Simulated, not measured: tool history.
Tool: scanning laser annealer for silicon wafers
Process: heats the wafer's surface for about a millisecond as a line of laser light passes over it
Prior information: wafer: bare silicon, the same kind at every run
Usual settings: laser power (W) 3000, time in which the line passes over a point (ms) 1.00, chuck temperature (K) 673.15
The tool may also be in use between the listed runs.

run,hour,laser power (W),time in which the line passes over a point (ms),chuck temperature (K),highest temperature of the surface (K)
1,0.0,3000,1.00,673.15,1344.15
2,10.6,3000,1.00,673.15,1344.15
3,28.5,3000,0.98,673.15,1337.15
4,45.5,3000,1.02,673.15,1351.15
5,59.7,3000,1.00,634.15,1306.15
6,67.1,3000,1.00,673.15,1341.15
7,75.5,3000,1.00,673.15,1344.15
8,90.4,3000,1.00,673.15,1343.15
9,108.0,3000,1.00,673.15,1339.15
10,118.9,3000,1.00,673.15,1342.15
11,131.3,3000,1.00,673.15,1342.15
12,147.5,3000,1.00,673.15,1338.15
# hour 165.1: optics aligned, line set to its width
13,168.2,3000,1.00,673.15,1366.15
14,181.1,3000,1.00,673.15,1360.15
15,198.7,3000,1.00,673.15,1359.15
16,216.3,3000,1.00,673.15,1356.15
17,232.0,3000,1.14,673.15,1407.15
18,244.6,3000,0.96,673.15,1343.15
19,254.6,3000,1.00,673.15,1356.15
20,263.9,3000,1.00,673.15,1362.15
21,272.8,3171,0.89,673.15,1361.15
22,290.6,3171,0.89,673.15,1358.15
23,307.7,2567,0.81,701.15,1206.15
24,323.6,3153,1.00,645.15,1368.15
25,339.9,3285,1.00,673.15,1434.15
26,353.7,2820,1.06,634.15,1288.15
27,361.9,3218,1.06,684.15,1450.15
28,371.5,3218,1.02,684.15,1431.15

Expected results for the next run?
29,381.2,2570,1.07,664.15,?

Run 29 gave highest temperature of the surface (K) 1252.15.
Without the tool's hidden state the same run would have given highest temperature of the surface (K) 1292.15.
